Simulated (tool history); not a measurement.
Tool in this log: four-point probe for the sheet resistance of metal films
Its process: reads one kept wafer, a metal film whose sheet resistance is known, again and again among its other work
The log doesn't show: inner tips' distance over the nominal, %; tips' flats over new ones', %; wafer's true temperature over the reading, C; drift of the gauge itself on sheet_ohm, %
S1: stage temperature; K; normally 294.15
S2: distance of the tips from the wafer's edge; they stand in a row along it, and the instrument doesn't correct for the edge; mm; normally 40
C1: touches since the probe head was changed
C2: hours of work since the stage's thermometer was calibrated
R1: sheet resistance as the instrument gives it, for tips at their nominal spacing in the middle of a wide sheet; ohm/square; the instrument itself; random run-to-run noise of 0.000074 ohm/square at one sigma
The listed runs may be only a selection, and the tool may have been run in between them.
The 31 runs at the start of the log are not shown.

{"run": 32, "hour": 2148.8, "S1": 305.15, "S2": 4, "C1": 43060, "C2": 390, "R1": 0.390313}
{"run": 33, "hour": 2210.1, "S1": 297.15, "S2": 17, "C1": 44978, "C2": 418, "R1": 0.370727}
{"run": 34, "hour": 2282.4, "S1": 297.15, "S2": 5, "C1": 47240, "C2": 450, "R1": 0.382075}
{"run": 35, "hour": 2381.9, "S1": 297.15, "S2": 5, "C1": 50356, "C2": 495, "R1": 0.381802}
{"run": 36, "hour": 2464.2, "S1": 297.15, "S2": 5, "C1": 52929, "C2": 532, "R1": 0.381743}
{"run": 37, "hour": 2557.6, "S1": 299.15, "S2": 20, "C1": 55854, "C2": 574, "R1": 0.370365}
{"run": 38, "hour": 2599.7, "S1": 299.15, "S2": 32, "C1": 57171, "C2": 593, "R1": 0.370059}
{"run": 39, "hour": 2687.9, "S1": 299.15, "S2": 33, "C1": 59930, "C2": 633, "R1": 0.369745}
{"hour": 2696.7, "done": "new probe head fitted"}
{"run": 40, "hour": 2732.2, "S1": 299.15, "S2": 33, "C1": 1111, "C2": 652, "R1": 0.373324}
{"run": 41, "hour": 2831.3, "S1": 296.15, "S2": 52, "C1": 4213, "C2": 696, "R1": 0.372273}
{"run": 42, "hour": 2911.5, "S1": 296.15, "S2": 40, "C1": 6721, "C2": 732, "R1": 0.3723}
{"run": 43, "hour": 2963.5, "S1": 299.15, "S2": 3, "C1": 8348, "C2": 756, "R1": 0.405212}
{"run": 44, "hour": 3048.8, "S1": 299.15, "S2": 3, "C1": 11020, "C2": 794, "R1": 0.404999}

Branching from run 44: 4 alternative next runs. What would each branch give?
{"run": "A", "hour": 3139.8, "S1": 292.15, "S2": 6, "C1": 13865, "C2": 835, "R1": "?"}
{"run": "B", "hour": 3139.8, "S1": 293.15, "S2": 3, "C1": 13865, "C2": 835, "R1": "?"}
{"run": "C", "hour": 3139.8, "S1": 299.15, "S2": 28, "C1": 13865, "C2": 835, "R1": "?"}
{"run": "D", "hour": 3139.8, "S1": 303.15, "S2": 7, "C1": 13865, "C2": 835, "R1": "?"}

run=A R1=0.379673
run=B R1=0.403531
run=C R1=0.372794
run=D R1=0.379788
Take away the tool's hidden state, keep each run's random variation, and the runs would have read:
run=A R1=0.379603
run=B R1=0.403458
run=C R1=0.372719
run=D R1=0.379709
